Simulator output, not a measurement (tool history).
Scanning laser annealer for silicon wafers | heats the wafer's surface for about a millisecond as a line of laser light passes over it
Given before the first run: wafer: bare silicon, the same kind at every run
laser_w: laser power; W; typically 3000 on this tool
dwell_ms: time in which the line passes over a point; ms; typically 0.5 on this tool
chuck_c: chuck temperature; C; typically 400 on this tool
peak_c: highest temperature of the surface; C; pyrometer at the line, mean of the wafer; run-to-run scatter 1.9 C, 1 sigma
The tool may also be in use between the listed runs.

run    hour  laser_w  dwell_ms  chuck_c  peak_c
  1       0     3000       0.5      400    1154
  2    33.9     3201       0.5      400    1196
  3    77.9     3000       0.5      437    1185
       82.5  -- window over the wafer cleaned
  4   120.7     3000       0.5      437    1177
  5   169.2     3000       0.5      437    1172
      190.5  -- window over the wafer cleaned, once more
  6   217.9     3000       0.5      437    1207
  7   269.2     3000       0.5      437    1205
  8     307     3000       0.5      437    1205
  9     348     3000       0.5      437    1204
 10   396.1     3000     0.514      400    1175
 11     431     3000       0.5      394    1158
 12   485.4     3000       0.5      394    1159
 13   514.8     3000       0.5      400    1159
 14   542.4     3000       0.5      400    1161
 15   578.8     3000       0.5      400    1159
 16   607.1     3000       0.5      400    1160
 17     634     3000       0.5      400    1161
 18   674.4     3000       0.5      383    1141
 19   719.5     3000       0.5      400    1158
 20   750.1     3000       0.5      400    1156
 21   793.2     2580       0.5      400    1058
 22     821     2699     0.586      384    1118
 23   878.2     3109       0.5      389    1173
 24   925.5     3000     0.431      373    1078
 25   973.2     3134     0.503      400    1185
 26     998     2715       0.5      412    1096
 27  1044.3     2715     0.398      436    1054
 28  1092.8     3000     0.482      424    1165
 29    1134     3000     0.482      424    1162
 30  1190.5     3000       0.5      430    1182
 31  1245.1     2630      0.52      381    1056
 32  1299.8     2736       0.5      363    1051
 33  1324.7     3299       0.5      427    1242
 34  1371.3     3299       0.5      427    1240
 35  1416.5     3000     0.403      382    1057
 36  1448.1     3000     0.403      382    1053
     1452.5  -- window over the wafer cleaned
 37  1494.4     3000     0.403      382    1074
 38    1527     3294       0.5      400    1228
 39    1576     3000       0.5      386    1146
 40  1621.6     2591     0.451      403    1038
       1631  -- optics aligned, line set to its width
 41  1652.1     2679     0.539      400    1114
 42  1688.9     3241     0.394      400    1136

Each row is a separate what-if for the run after 42, all from the same tool condition, not one after another. Results?
  A  1747.2     2869     0.375      371       ?
  B  1747.2     3192     0.437      390       ?
  C  1747.2     3277     0.383      387       ?

run  peak_c
  A    1016
  B    1152
  C    1121
The same runs, with their run-to-run variation unchanged, on a tool lacking any hidden condition would have given:
run  peak_c
  A    1028
  B    1166
  C    1134
